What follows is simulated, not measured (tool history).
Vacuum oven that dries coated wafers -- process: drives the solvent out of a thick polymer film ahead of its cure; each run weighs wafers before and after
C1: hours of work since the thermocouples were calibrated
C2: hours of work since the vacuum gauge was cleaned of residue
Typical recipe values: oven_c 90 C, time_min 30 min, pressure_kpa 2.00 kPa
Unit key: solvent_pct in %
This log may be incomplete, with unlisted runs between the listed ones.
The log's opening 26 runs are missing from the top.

run 27 day=15.242 | oven_c=98 time_min=31 pressure_kpa=1.22 | C1=663 C2=119 | solvent_pct=3.22
run 28 day=15.962 | oven_c=85 time_min=31 pressure_kpa=1.22 | C1=674 C2=129 | solvent_pct=7.26
run 29 day=16.458 | oven_c=83 time_min=24 pressure_kpa=3.25 | C1=681 C2=136 | solvent_pct=10.05
run 30 day=16.875 | oven_c=100 time_min=30 pressure_kpa=2.77 | C1=687 C2=142 | solvent_pct=3.18
run 31 day=17.346 | oven_c=97 time_min=23 pressure_kpa=2.77 | C1=694 C2=149 | solvent_pct=5.52
run 32 day=18.138 | oven_c=83 time_min=16 pressure_kpa=3.22 | C1=705 C2=160 | solvent_pct=12.32
run 33 day=18.946 | oven_c=102 time_min=16 pressure_kpa=3.22 | C1=717 C2=172 | solvent_pct=6.61
run 34 day=19.429 | oven_c=102 time_min=16 pressure_kpa=4.32 | C1=724 C2=179 | solvent_pct=6.75

Branching from run 34: 4 alternative next runs. What would each branch give?
run A day=19.767 | oven_c=94 time_min=22 pressure_kpa=2.27 | C1=728 C2=184 | solvent_pct=?
run B day=19.767 | oven_c=82 time_min=34 pressure_kpa=2.00 | C1=728 C2=184 | solvent_pct=?
run C day=19.767 | oven_c=76 time_min=24 pressure_kpa=1.07 | C1=728 C2=184 | solvent_pct=?
run D day=19.767 | oven_c=90 time_min=36 pressure_kpa=1.61 | C1=728 C2=184 | solvent_pct=?

run=A solvent_pct=6.70
run=B solvent_pct=7.71
run=C solvent_pct=11.75
run=D solvent_pct=4.78
Without the tool's unlogged condition, the same runs would have read:
run=A solvent_pct=6.13
run=B solvent_pct=7.11
run=C solvent_pct=11.21
run=D solvent_pct=4.25

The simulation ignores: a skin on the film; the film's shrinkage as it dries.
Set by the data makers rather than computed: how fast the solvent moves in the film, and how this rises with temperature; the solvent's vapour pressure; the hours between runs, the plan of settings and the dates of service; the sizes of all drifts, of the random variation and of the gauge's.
